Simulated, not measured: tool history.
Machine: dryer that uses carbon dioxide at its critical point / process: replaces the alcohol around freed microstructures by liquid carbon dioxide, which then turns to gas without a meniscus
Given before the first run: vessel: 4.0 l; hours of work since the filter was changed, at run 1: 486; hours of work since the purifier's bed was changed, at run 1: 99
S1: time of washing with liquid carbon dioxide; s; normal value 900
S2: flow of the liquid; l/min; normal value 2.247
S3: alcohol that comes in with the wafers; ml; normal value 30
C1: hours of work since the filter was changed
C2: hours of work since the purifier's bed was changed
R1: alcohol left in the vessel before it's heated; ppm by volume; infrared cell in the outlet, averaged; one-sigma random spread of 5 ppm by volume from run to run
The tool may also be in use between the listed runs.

run	hour	S1	S2	S3	C1	C2	R1
1	0.0	900	2.247	30	486	99	33
2	9.0	900	2.247	30	491	103	38
3	14.3	900	2.247	30	493	106	51
4	26.5	900	2.247	90	499	111	59
5	36.1	900	2.247	90	503	116	52
6	43.5	900	2.247	90	506	119	66
7	54.0	900	2.247	30	511	124	52
# hour 63.4: inlet filter changed
8	67.2	600	2.247	30	2	129	89
9	72.4	1020	2.247	30	4	132	40
10	79.8	1020	2.247	30	7	135	49
11	87.5	1020	2.247	30	11	139	55
12	100.1	900	2.247	30	17	144	56
13	109.3	900	2.247	30	21	148	50
14	120.0	1200	2.247	30	26	153	43
15	125.8	1200	2.247	30	28	156	54
16	137.6	900	3.130	30	34	161	52
17	142.9	900	1.760	30	36	164	73
18	152.3	900	2.247	30	41	168	58
19	162.0	900	2.247	30	45	172	57
20	169.6	900	2.260	30	48	176	52
21	175.5	900	2.260	30	51	179	60
22	182.5	900	2.260	30	54	182	58
23	190.4	900	2.260	30	58	185	57
24	202.1	900	2.260	30	63	191	65
25	213.6	540	3.390	98	68	196	84
26	226.4	1200	3.780	33	74	202	73
27	231.8	1380	1.650	33	77	204	59
28	241.3	1020	2.390	30	81	209	63
29	250.5	1080	2.440	42	85	213	60
30	262.0	780	2.110	30	91	218	92
31	273.1	900	3.190	44	96	223	66
32	284.0	660	3.350	40	101	228	71
33	294.5	660	1.930	66	105	233	232
34	306.6	660	1.930	66	111	238	226
35	315.4	540	2.247	30	115	242	163
36	320.9	540	1.880	30	117	245	252
37	333.1	1080	2.700	20	123	250	69
38	340.9	1080	2.700	20	126	254	63
39	353.0	1080	2.700	20	132	260	85
40	359.2	960	2.247	97	135	262	82
41	365.9	780	1.810	30	138	265	126
42	373.0	900	1.660	101	141	269	198
43	381.6	1020	2.180	30	145	273	82
44	391.2	1020	2.180	30	149	277	86
45	397.0	900	1.430	30	152	280	155

Table of differences, measured result less the result of that run with no hidden state. Run-to-run variation is the same in both. Gauge scatter possibly is not:
The hidden state here: flow that reaches the vessel past the clogged filter, %; alcohol in the recycled carbon dioxide, ppm; drift of the gauge itself on alcohol_ppm, %.
run	R1
1	+33
2	+34
3	+35
4	+44
5	+44
6	+46
7	+40
8	+38
9	+39
10	+40
11	+40
12	+43
13	+43
14	+43
15	+45
16	+47
17	+47
18	+48
19	+50
20	+50
21	+51
22	+53
23	+53
24	+54
25	+57
26	+59
27	+57
28	+58
29	+60
30	+65
31	+66
32	+63
33	+82
34	+85
35	+78
36	+86
37	+69
38	+63
39	+74
40	+77
41	+81
42	+94
43	+76
44	+78
45	+88

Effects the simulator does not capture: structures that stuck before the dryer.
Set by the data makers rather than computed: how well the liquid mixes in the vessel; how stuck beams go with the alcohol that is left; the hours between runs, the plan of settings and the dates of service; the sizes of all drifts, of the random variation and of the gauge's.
